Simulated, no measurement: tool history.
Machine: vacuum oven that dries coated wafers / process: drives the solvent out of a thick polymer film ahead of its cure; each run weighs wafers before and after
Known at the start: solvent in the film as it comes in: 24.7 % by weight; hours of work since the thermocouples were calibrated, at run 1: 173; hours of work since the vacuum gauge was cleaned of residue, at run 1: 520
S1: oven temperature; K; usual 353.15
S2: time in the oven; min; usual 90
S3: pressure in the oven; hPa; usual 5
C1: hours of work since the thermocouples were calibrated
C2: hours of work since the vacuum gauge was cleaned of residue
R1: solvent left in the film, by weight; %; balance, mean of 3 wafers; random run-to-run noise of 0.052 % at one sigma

{"run": 1, "day": 0.0, "S1": 353.15, "S2": 90, "S3": 5, "C1": 173, "C2": 520, "R1": 1.28}
{"run": 2, "day": 1.7, "S1": 353.15, "S2": 90, "S3": 5, "C1": 202, "C2": 549, "R1": 1.36}
{"run": 3, "day": 2.479, "S1": 353.15, "S2": 90, "S3": 5, "C1": 215, "C2": 563, "R1": 1.27}
{"run": 4, "day": 3.271, "S1": 353.15, "S2": 90, "S3": 5, "C1": 229, "C2": 576, "R1": 1.35}
{"run": 5, "day": 4.942, "S1": 353.15, "S2": 90, "S3": 5, "C1": 258, "C2": 605, "R1": 1.31}
{"run": 6, "day": 5.8, "S1": 355.15, "S2": 115, "S3": 5, "C1": 273, "C2": 620, "R1": 0.57}
{"run": 7, "day": 7.517, "S1": 347.15, "S2": 90, "S3": 6.87, "C1": 302, "C2": 650, "R1": 2.59}

Estimate the outcome of run 8 from the log above:
{"run": 8, "day": 9.192, "S1": 347.15, "S2": 90, "S3": 6.87, "C1": 331, "C2": 678, "R1": "?"}

{"run 8": {"R1": 2.6}}
If the tool had no hidden condition, the same run with the same run-to-run variation would have returned R1 2.59 %.

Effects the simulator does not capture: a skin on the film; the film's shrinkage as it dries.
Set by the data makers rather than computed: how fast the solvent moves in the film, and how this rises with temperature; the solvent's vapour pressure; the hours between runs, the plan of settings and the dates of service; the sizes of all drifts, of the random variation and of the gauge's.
